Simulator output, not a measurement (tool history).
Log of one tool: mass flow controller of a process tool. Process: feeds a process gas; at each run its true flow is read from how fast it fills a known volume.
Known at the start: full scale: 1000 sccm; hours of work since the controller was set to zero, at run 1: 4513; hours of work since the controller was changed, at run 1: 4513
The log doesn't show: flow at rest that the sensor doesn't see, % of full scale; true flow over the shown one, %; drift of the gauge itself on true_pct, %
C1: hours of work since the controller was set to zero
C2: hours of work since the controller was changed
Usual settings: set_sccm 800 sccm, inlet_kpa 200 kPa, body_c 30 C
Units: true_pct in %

{"run": 1, "hour": 0.0, "set_sccm": 800, "inlet_kpa": 200, "body_c": 30, "C1": 4513, "C2": 4513, "true_pct": 99.41}
{"run": 2, "hour": 345.7, "set_sccm": 800, "inlet_kpa": 200, "body_c": 30, "C1": 4705, "C2": 4705, "true_pct": 99.32}
{"run": 3, "hour": 807.1, "set_sccm": 800, "inlet_kpa": 200, "body_c": 39, "C1": 4961, "C2": 4961, "true_pct": 98.78}
{"run": 4, "hour": 1267.9, "set_sccm": 800, "inlet_kpa": 200, "body_c": 30, "C1": 5216, "C2": 5216, "true_pct": 99.18}
{"run": 5, "hour": 1687.0, "set_sccm": 800, "inlet_kpa": 200, "body_c": 30, "C1": 5449, "C2": 5449, "true_pct": 99.09}
{"run": 6, "hour": 2043.8, "set_sccm": 800, "inlet_kpa": 200, "body_c": 30, "C1": 5647, "C2": 5647, "true_pct": 99.08}
{"run": 7, "hour": 2351.3, "set_sccm": 800, "inlet_kpa": 200, "body_c": 30, "C1": 5817, "C2": 5817, "true_pct": 99.05}
{"hour": 2591.1, "done": "controller's zero set anew"}
{"run": 8, "hour": 2798.5, "set_sccm": 800, "inlet_kpa": 200, "body_c": 30, "C1": 115, "C2": 6065, "true_pct": 98.91}
{"run": 9, "hour": 3302.1, "set_sccm": 800, "inlet_kpa": 185, "body_c": 21, "C1": 394, "C2": 6344, "true_pct": 99.6}
{"hour": 3332.2, "done": "controller exchanged for a calibrated one"}
{"run": 10, "hour": 3733.3, "set_sccm": 800, "inlet_kpa": 159, "body_c": 24, "C1": 222, "C2": 222, "true_pct": 99.61}
{"run": 11, "hour": 3968.6, "set_sccm": 221, "inlet_kpa": 202, "body_c": 31, "C1": 353, "C2": 353, "true_pct": 97.79}
{"run": 12, "hour": 4427.2, "set_sccm": 455, "inlet_kpa": 200, "body_c": 25, "C1": 607, "C2": 607, "true_pct": 98.39}
{"run": 13, "hour": 4969.9, "set_sccm": 628, "inlet_kpa": 149, "body_c": 39, "C1": 908, "C2": 908, "true_pct": 98.18}
{"run": 14, "hour": 5493.5, "set_sccm": 893, "inlet_kpa": 200, "body_c": 33, "C1": 1198, "C2": 1198, "true_pct": 98.58}
{"run": 15, "hour": 5769.8, "set_sccm": 620, "inlet_kpa": 200, "body_c": 23, "C1": 1352, "C2": 1352, "true_pct": 98.74}
{"run": 16, "hour": 6290.2, "set_sccm": 620, "inlet_kpa": 200, "body_c": 23, "C1": 1640, "C2": 1640, "true_pct": 98.6}

5 ways to go on from here, each from the tool as it stands after run 16. What would each give?
{"run": "A", "hour": 6749.2, "set_sccm": 800, "inlet_kpa": 200, "body_c": 31, "C1": 1895, "C2": 1895, "true_pct": "?"}
{"run": "B", "hour": 6749.2, "set_sccm": 744, "inlet_kpa": 216, "body_c": 30, "C1": 1895, "C2": 1895, "true_pct": "?"}
{"run": "C", "hour": 6749.2, "set_sccm": 655, "inlet_kpa": 179, "body_c": 25, "C1": 1895, "C2": 1895, "true_pct": "?"}
{"run": "D", "hour": 6749.2, "set_sccm": 800, "inlet_kpa": 218, "body_c": 31, "C1": 1895, "C2": 1895, "true_pct": "?"}
{"run": "E", "hour": 6749.2, "set_sccm": 136, "inlet_kpa": 216, "body_c": 23, "C1": 1895, "C2": 1895, "true_pct": "?"}

run=A true_pct=98.25
run=B true_pct=98.19
run=C true_pct=98.66
run=D true_pct=98.22
run=E true_pct=97.71
Without the tool's hidden state the same runs would have given:
run=A true_pct=99.3
run=B true_pct=99.24
run=C true_pct=99.72
run=D true_pct=99.28
run=E true_pct=98.75

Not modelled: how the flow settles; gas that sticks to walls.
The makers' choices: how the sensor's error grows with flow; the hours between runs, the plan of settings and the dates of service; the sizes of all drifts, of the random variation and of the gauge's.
